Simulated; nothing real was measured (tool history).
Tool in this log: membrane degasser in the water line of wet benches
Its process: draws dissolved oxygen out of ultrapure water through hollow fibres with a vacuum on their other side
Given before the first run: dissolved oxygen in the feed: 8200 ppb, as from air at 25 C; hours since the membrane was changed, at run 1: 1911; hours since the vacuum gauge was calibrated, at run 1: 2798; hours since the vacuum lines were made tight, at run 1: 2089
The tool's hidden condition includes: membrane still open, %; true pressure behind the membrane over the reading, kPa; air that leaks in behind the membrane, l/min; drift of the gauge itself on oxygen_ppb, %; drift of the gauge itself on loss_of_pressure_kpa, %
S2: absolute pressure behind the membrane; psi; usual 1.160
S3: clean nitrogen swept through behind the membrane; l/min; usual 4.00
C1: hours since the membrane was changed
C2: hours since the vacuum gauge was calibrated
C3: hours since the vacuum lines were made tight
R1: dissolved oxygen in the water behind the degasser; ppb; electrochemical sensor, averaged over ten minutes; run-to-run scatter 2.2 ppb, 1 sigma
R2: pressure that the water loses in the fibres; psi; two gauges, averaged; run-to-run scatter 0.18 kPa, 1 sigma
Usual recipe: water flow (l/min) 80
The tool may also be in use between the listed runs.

run 1 hour=0.0 | water_flow_(l/min)=80 S2=1.160 S3=4.00 | C1=1911 C2=2798 C3=2089 | R1=238.9 R2=5.329
run 2 hour=61.5 | water_flow_(l/min)=80 S2=1.160 S3=4.00 | C1=1973 C2=2859 C3=2150 | R1=240.1 R2=5.310
run 3 hour=116.1 | water_flow_(l/min)=80 S2=1.160 S3=4.00 | C1=2027 C2=2914 C3=2205 | R1=233.9 R2=5.326
run 4 hour=175.4 | water_flow_(l/min)=80 S2=1.160 S3=4.00 | C1=2087 C2=2973 C3=2264 | R1=246.5 R2=5.308
run 5 hour=227.4 | water_flow_(l/min)=80 S2=1.160 S3=4.00 | C1=2139 C2=3025 C3=2316 | R1=239.1 R2=5.298
run 6 hour=283.1 | water_flow_(l/min)=80 S2=1.160 S3=2.32 | C1=2194 C2=3081 C3=2372 | R1=370.9 R2=5.269
run 7 hour=317.4 | water_flow_(l/min)=80 S2=1.160 S3=2.32 | C1=2229 C2=3115 C3=2406 | R1=367.1 R2=5.348
run 8 hour=386.9 | water_flow_(l/min)=80 S2=1.160 S3=2.32 | C1=2298 C2=3185 C3=2476 | R1=366.7 R2=5.384
run 9 hour=441.0 | water_flow_(l/min)=80 S2=1.160 S3=2.32 | C1=2352 C2=3239 C3=2530 | R1=369.5 R2=5.298
run 10 hour=501.0 | water_flow_(l/min)=80 S2=1.160 S3=2.32 | C1=2412 C2=3299 C3=2590 | R1=370.2 R2=5.372
run 11 hour=565.1 | water_flow_(l/min)=80 S2=1.160 S3=4.00 | C1=2476 C2=3363 C3=2654 | R1=241.2 R2=5.346
run 12 hour=622.6 | water_flow_(l/min)=80 S2=1.160 S3=2.04 | C1=2534 C2=3420 C3=2712 | R1=408.6 R2=5.375
run 13 hour=653.1 | water_flow_(l/min)=80 S2=1.160 S3=2.04 | C1=2564 C2=3451 C3=2742 | R1=416.8 R2=5.355
run 14 hour=693.0 | water_flow_(l/min)=80 S2=1.160 S3=2.04 | C1=2604 C2=3491 C3=2782 | R1=408.5 R2=5.356
run 15 hour=759.3 | water_flow_(l/min)=80 S2=1.160 S3=2.04 | C1=2670 C2=3557 C3=2848 | R1=413.9 R2=5.362
run 16 hour=812.8 | water_flow_(l/min)=80 S2=1.160 S3=2.04 | C1=2724 C2=3610 C3=2902 | R1=419.4 R2=5.330
run 17 hour=876.3 | water_flow_(l/min)=124 S2=1.160 S3=4.00 | C1=2788 C2=3674 C3=2965 | R1=380.2 R2=8.273
run 18 hour=933.3 | water_flow_(l/min)=80 S2=1.160 S3=5.66 | C1=2845 C2=3731 C3=3022 | R1=185.0 R2=5.371
run 19 hour=972.1 | water_flow_(l/min)=122 S2=2.152 S3=5.83 | C1=2883 C2=3770 C3=3061 | R1=580.0 R2=8.209
run 20 hour=1034.4 | water_flow_(l/min)=58 S2=1.855 S3=2.53 | C1=2946 C2=3832 C3=3123 | R1=487.3 R2=3.910
run 21 hour=1107.0 | water_flow_(l/min)=79 S2=1.855 S3=7.04 | C1=3018 C2=3905 C3=3196 | R1=271.0 R2=5.375
run 22 hour=1176.9 | water_flow_(l/min)=113 S2=1.160 S3=1.71 | C1=3088 C2=3975 C3=3266 | R1=620.3 R2=7.599
run 23 hour=1206.7 | water_flow_(l/min)=113 S2=0.757 S3=1.71 | C1=3118 C2=4004 C3=3296 | R1=330.0 R2=7.612
run 24 hour=1273.2 | water_flow_(l/min)=80 S2=0.998 S3=4.63 | C1=3184 C2=4071 C3=3362 | R1=177.1 R2=5.390
run 25 hour=1320.4 | water_flow_(l/min)=80 S2=0.998 S3=4.63 | C1=3232 C2=4118 C3=3409 | R1=175.9 R2=5.361
-- hour=1371.6 seals of the vacuum lines changed
run 26 hour=1371.6 | water_flow_(l/min)=98 S2=1.160 S3=4.00 | C1=3281 C2=4167 C3=0 | R1=305.2 R2=6.625
run 27 hour=1438.1 | water_flow_(l/min)=98 S2=1.160 S3=4.00 | C1=3347 C2=4234 C3=66 | R1=301.7 R2=6.646
run 28 hour=1483.1 | water_flow_(l/min)=125 S2=1.160 S3=1.81 | C1=3392 C2=4279 C3=111 | R1=666.8 R2=8.473
run 29 hour=1534.5 | water_flow_(l/min)=49 S2=1.066 S3=11.13 | C1=3444 C2=4330 C3=163 | R1=52.1 R2=3.318
run 30 hour=1592.5 | water_flow_(l/min)=72 S2=2.196 S3=1.88 | C1=3502 C2=4388 C3=221 | R1=890.6 R2=4.908
run 31 hour=1637.4 | water_flow_(l/min)=108 S2=1.262 S3=4.00 | C1=3547 C2=4433 C3=266 | R1=372.8 R2=7.300
run 32 hour=1707.6 | water_flow_(l/min)=108 S2=1.095 S3=7.25 | C1=3617 C2=4503 C3=336 | R1=201.7 R2=7.337

Measured result minus the same run's result without the hidden state. Both carry the same run-to-run variation, though not necessarily the same gauge scatter:
run=1 R1=+18.1 R2=+0.110
run=2 R1=+18.5 R2=+0.113
run=3 R1=+18.3 R2=+0.116
run=4 R1=+19.7 R2=+0.120
run=5 R1=+19.4 R2=+0.123
run=6 R1=+29.3 R2=+0.126
run=7 R1=+29.3 R2=+0.129
run=8 R1=+29.7 R2=+0.133
run=9 R1=+30.4 R2=+0.135
run=10 R1=+31.0 R2=+0.139
run=11 R1=+21.3 R2=+0.142
run=12 R1=+34.8 R2=+0.146
run=13 R1=+35.7 R2=+0.148
run=14 R1=+35.4 R2=+0.151
run=15 R1=+36.4 R2=+0.155
run=16 R1=+37.3 R2=+0.158
run=17 R1=+36.2 R2=+0.251
run=18 R1=+18.3 R2=+0.165
run=19 R1=+27.7 R2=+0.257
run=20 R1=+24.4 R2=+0.125
run=21 R1=+15.7 R2=+0.174
run=22 R1=+58.8 R2=+0.254
run=23 R1=+63.7 R2=+0.260
run=24 R1=+23.0 R2=+0.187
run=25 R1=+23.1 R2=+0.190
run=26 R1=+31.9 R2=+0.238
run=27 R1=+32.1 R2=+0.242
run=28 R1=+67.9 R2=+0.312
run=29 R1=+6.4 R2=+0.123
run=30 R1=+37.8 R2=+0.186
run=31 R1=+37.0 R2=+0.281
run=32 R1=+25.9 R2=+0.290

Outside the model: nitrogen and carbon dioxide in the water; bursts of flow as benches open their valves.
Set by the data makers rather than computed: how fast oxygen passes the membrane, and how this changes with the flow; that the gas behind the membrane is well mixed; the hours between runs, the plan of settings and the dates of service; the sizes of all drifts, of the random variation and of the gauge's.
